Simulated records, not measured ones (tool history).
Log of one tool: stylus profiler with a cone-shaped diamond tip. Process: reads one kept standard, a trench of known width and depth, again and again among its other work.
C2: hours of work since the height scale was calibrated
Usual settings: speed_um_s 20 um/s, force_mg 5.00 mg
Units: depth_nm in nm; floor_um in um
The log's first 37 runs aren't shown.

Run 38, hour 641.0: usual settings but speed_um_s 5 um/s, force_mg 9.49 mg; scans with this tip 3795; C2 418. Result: depth_nm 205.10 nm, floor_um 28.03 um.
Run 39, hour 664.9: usual settings but speed_um_s 15 um/s, force_mg 2.34 mg; scans with this tip 3902; C2 430. Result: depth_nm 201.98 nm, floor_um 28.01 um.
Run 40, hour 677.2: usual settings but speed_um_s 62 um/s, force_mg 4.79 mg; scans with this tip 3957; C2 436. Result: depth_nm 203.20 nm, floor_um 27.90 um.
Run 41, hour 687.8: usual settings but speed_um_s 62 um/s, force_mg 4.79 mg; scans with this tip 4004; C2 441. Result: depth_nm 203.20 nm, floor_um 27.92 um.
Run 42, hour 711.6: usual settings but speed_um_s 74 um/s, force_mg 2.03 mg; scans with this tip 4110; C2 453. Result: depth_nm 201.82 nm, floor_um 27.76 um.
Run 43, hour 731.2: usual settings but speed_um_s 25 um/s, force_mg 2.55 mg; scans with this tip 4198; C2 462. Result: depth_nm 202.12 nm, floor_um 27.93 um.
Run 44, hour 755.9: usual settings but speed_um_s 74 um/s, force_mg 2.03 mg; scans with this tip 4308; C2 475. Result: depth_nm 201.81 nm, floor_um 27.81 um.
Run 45, hour 774.4: usual settings but speed_um_s 40 um/s, force_mg 6.20 mg; scans with this tip 4390; C2 484. Result: depth_nm 203.83 nm, floor_um 27.96 um.

5 ways to go on from here, each from the tool as it stands after run 45. What would each give?
Run A, hour 790.3: usual settings but speed_um_s 40 um/s, force_mg 8.97 mg; scans with this tip 4461; C2 491. Result: depth_nm ?, floor_um ?.
Run B, hour 790.3: usual settings but speed_um_s 44 um/s, force_mg 7.83 mg; scans with this tip 4461; C2 491. Result: depth_nm ?, floor_um ?.
Run C, hour 790.3: usual settings but speed_um_s 12 um/s, force_mg 1.94 mg; scans with this tip 4461; C2 491. Result: depth_nm ?, floor_um ?.
Run D, hour 790.3: usual settings but speed_um_s 35 um/s, force_mg 6.20 mg; scans with this tip 4461; C2 491. Result: depth_nm ?, floor_um ?.
Run E, hour 790.3: usual settings but speed_um_s 58 um/s, force_mg 3.71 mg; scans with this tip 4461; C2 491. Result: depth_nm ?, floor_um ?.

run  depth_nm  floor_um
  A    204.88     27.97
  B    204.48     27.97
  C    201.80     28.02
  D    203.82     27.99
  E    202.68     27.89
Without the tool's hidden state the same runs would have given:
run  depth_nm  floor_um
  A    204.88     27.98
  B    204.47     27.99
  C    201.79     28.03
  D    203.81     28.00
  E    202.67     27.90

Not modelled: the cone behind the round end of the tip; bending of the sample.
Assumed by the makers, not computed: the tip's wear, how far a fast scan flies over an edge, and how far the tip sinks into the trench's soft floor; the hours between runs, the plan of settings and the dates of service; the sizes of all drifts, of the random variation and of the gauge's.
